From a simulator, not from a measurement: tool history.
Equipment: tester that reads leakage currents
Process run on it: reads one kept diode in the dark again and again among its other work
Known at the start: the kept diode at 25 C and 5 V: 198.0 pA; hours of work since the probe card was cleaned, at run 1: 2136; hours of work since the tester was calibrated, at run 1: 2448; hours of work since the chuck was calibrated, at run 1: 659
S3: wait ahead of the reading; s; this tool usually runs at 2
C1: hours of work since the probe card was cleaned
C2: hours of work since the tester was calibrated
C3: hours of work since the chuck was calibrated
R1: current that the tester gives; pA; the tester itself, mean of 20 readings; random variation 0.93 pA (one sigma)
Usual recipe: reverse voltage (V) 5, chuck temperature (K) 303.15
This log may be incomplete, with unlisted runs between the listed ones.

run 1 hour=0 | reverse_voltage_(V)=5 chuck_temperature_(K)=303.15 S3=2 | C1=2136 C2=2448 C3=659 | R1=333.38
run 2 hour=108.1 | reverse_voltage_(V)=5 chuck_temperature_(K)=303.15 S3=2 | C1=2187 C2=2500 C3=710 | R1=335.98
run 3 hour=175.3 | reverse_voltage_(V)=5 chuck_temperature_(K)=303.15 S3=2 | C1=2219 C2=2532 C3=743 | R1=337.3
run 4 hour=259.9 | reverse_voltage_(V)=5 chuck_temperature_(K)=303.15 S3=2 | C1=2260 C2=2572 C3=783 | R1=339.16
run 5 hour=359.7 | reverse_voltage_(V)=5 chuck_temperature_(K)=303.15 S3=2.72 | C1=2308 C2=2620 C3=831 | R1=340.38
run 6 hour=452.5 | reverse_voltage_(V)=5 chuck_temperature_(K)=303.15 S3=2.72 | C1=2352 C2=2664 C3=875 | R1=340.8
run 7 hour=586.6 | reverse_voltage_(V)=5 chuck_temperature_(K)=303.15 S3=2.72 | C1=2416 C2=2728 C3=939 | R1=342.44
run 8 hour=682 | reverse_voltage_(V)=5 chuck_temperature_(K)=303.15 S3=2.72 | C1=2462 C2=2774 C3=985 | R1=343.52
run 9 hour=787.5 | reverse_voltage_(V)=5 chuck_temperature_(K)=303.15 S3=2.72 | C1=2512 C2=2824 C3=1035 | R1=346.43
run 10 hour=914.1 | reverse_voltage_(V)=5 chuck_temperature_(K)=303.15 S3=2.72 | C1=2573 C2=2885 C3=1096 | R1=347.83
run 11 hour=1058.1 | reverse_voltage_(V)=5 chuck_temperature_(K)=309.15 S3=2 | C1=2642 C2=2954 C3=1165 | R1=582.46
run 12 hour=1158.5 | reverse_voltage_(V)=14.94 chuck_temperature_(K)=303.15 S3=2 | C1=2690 C2=3002 C3=1213 | R1=566.71
-- hour=1269.2 tester calibrated
run 13 hour=1304.6 | reverse_voltage_(V)=3.4 chuck_temperature_(K)=303.15 S3=2 | C1=2758 C2=17 C3=1282 | R1=295.38
run 14 hour=1401 | reverse_voltage_(V)=5 chuck_temperature_(K)=303.15 S3=2 | C1=2805 C2=63 C3=1328 | R1=351.67
run 15 hour=1512.9 | reverse_voltage_(V)=5 chuck_temperature_(K)=303.15 S3=2 | C1=2858 C2=116 C3=1381 | R1=351.7
run 16 hour=1584.8 | reverse_voltage_(V)=5 chuck_temperature_(K)=303.15 S3=0.62 | C1=2892 C2=151 C3=1416 | R1=355.39
run 17 hour=1679.6 | reverse_voltage_(V)=5 chuck_temperature_(K)=303.15 S3=0.62 | C1=2938 C2=196 C3=1461 | R1=356.05
run 18 hour=1814.5 | reverse_voltage_(V)=5 chuck_temperature_(K)=303.15 S3=2.64 | C1=3002 C2=261 C3=1525 | R1=356.22
run 19 hour=1923.3 | reverse_voltage_(V)=5 chuck_temperature_(K)=303.15 S3=2.64 | C1=3054 C2=313 C3=1577 | R1=356.74
run 20 hour=2035.1 | reverse_voltage_(V)=5 chuck_temperature_(K)=303.15 S3=2.64 | C1=3108 C2=366 C3=1631 | R1=360.81
run 21 hour=2174.9 | reverse_voltage_(V)=5 chuck_temperature_(K)=303.15 S3=2.64 | C1=3175 C2=433 C3=1698 | R1=360.44
run 22 hour=2241.9 | reverse_voltage_(V)=5.93 chuck_temperature_(K)=299.15 S3=0.69 | C1=3207 C2=465 C3=1730 | R1=276.92
run 23 hour=2335.5 | reverse_voltage_(V)=5 chuck_temperature_(K)=299.15 S3=6.04 | C1=3251 C2=510 C3=1774 | R1=256.98
run 24 hour=2417.4 | reverse_voltage_(V)=3.3 chuck_temperature_(K)=332.15 S3=5.65 | C1=3291 C2=549 C3=1814 | R1=3058.2
run 25 hour=2511.2 | reverse_voltage_(V)=14.64 chuck_temperature_(K)=329.15 S3=1.26 | C1=3335 C2=594 C3=1858 | R1=4626.66
-- hour=2590.2 probe card cleaned and baked
run 26 hour=2611.6 | reverse_voltage_(V)=2.24 chuck_temperature_(K)=303.15 S3=1.81 | C1=10 C2=640 C3=1905 | R1=261.43

The next listed run, before its measurement:
run 27 hour=2704.4 | reverse_voltage_(V)=2.24 chuck_temperature_(K)=303.15 S3=1.81 | C1=55 C2=685 C3=1949 | R1=?

R1: 261.72 pA
Minus the tool's unlogged condition, the same run would have read R1 220.16 pA.
